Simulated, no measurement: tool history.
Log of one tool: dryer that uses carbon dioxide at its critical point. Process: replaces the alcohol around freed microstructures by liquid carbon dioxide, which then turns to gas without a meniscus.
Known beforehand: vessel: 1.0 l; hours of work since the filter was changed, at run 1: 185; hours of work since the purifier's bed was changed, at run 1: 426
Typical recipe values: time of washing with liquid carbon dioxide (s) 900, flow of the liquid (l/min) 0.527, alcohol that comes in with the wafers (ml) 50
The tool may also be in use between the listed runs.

run	hour	time of washing with liquid carbon dioxide (s)	flow of the liquid (l/min)	alcohol that comes in with the wafers (ml)	hours of work since the filter was changed	hours of work since the purifier's bed was changed	alcohol left in the vessel before it's heated (ppm by volume)
1	0	900	0.527	50	185	426	253
2	19.9	900	0.527	50	196	436	265
3	36.7	900	0.527	50	204	445	274
4	48.3	900	0.527	50	210	451	266
5	63.7	900	0.527	50	218	459	283
6	83.2	900	0.527	50	228	468	292
7	98.7	900	0.527	50	236	476	296
8	114.2	900	0.527	50	244	484	300
9	130.1	900	0.527	50	252	492	320
10	152.5	840	0.527	50	263	504	432
11	171.2	840	0.527	50	273	514	457
12	189.6	840	0.527	50	282	523	457
13	209.6	840	0.527	50	293	533	466
14	224.2	900	0.527	50	300	541	364
15	245.5	900	0.527	50	311	552	370
16	260.3	900	0.527	50	319	559	386
# hour 263.2: inlet filter changed
17	285	900	0.527	50	11	571	178
18	307.5	900	0.527	50	23	583	186
19	325.7	900	0.527	50	32	592	190
20	344.1	900	0.527	50	41	601	203
21	361.1	900	0.527	52	50	610	205
22	375.2	900	0.527	50	57	617	208
23	393.6	900	0.527	50	67	627	203
24	414.9	900	0.696	50	78	638	73
25	436.7	900	0.456	50	89	649	433
26	456.1	1380	0.78	38	99	659	57
27	475.8	840	0.354	33	109	669	1137
28	487.7	540	0.522	25	115	675	924
29	510.5	1380	0.558	33	127	687	58
30	531	1080	0.481	50	137	697	181
31	555.4	780	0.402	119	150	710	3333
32	567.9	1320	0.334	50	156	716	425
33	590.5	1320	0.334	50	168	728	439
34	603.8	1320	0.334	50	174	734	428
35	626.4	600	0.592	22	186	746	419
36	644.2	600	0.592	22	195	755	445
37	659.2	780	0.882	43	203	763	77
38	682.4	1200	0.566	29	215	775	88
39	694.5	1200	0.566	29	221	781	80
40	717.4	840	0.603	35	232	793	191
41	733.9	1080	0.611	38	241	801	96
42	757.2	1080	0.611	38	253	813	99
43	772.2	1080	0.611	38	260	821	98
44	782.2	1080	0.611	38	266	826	98
45	805.3	600	0.522	61	277	838	2136
46	817.4	780	0.522	37	284	844	518
47	835.5	660	0.522	51	293	853	1303
48	849.1	660	0.522	51	300	860	1333

Hidden state at the last listed run before each entry between runs and at the first one after, where it differs:
Logged between run 16 and run 17: inlet filter changed (hour 263.2)
  flow that reaches the vessel past the clogged filter, %: 84.3 -> 99.3; alcohol in the recycled carbon dioxide, ppm: 49.6 -> 50.6
  the result without the hidden state subtracted from the measured one, alcohol left in the vessel before it's heated (ppm by volume): +250 -> +50

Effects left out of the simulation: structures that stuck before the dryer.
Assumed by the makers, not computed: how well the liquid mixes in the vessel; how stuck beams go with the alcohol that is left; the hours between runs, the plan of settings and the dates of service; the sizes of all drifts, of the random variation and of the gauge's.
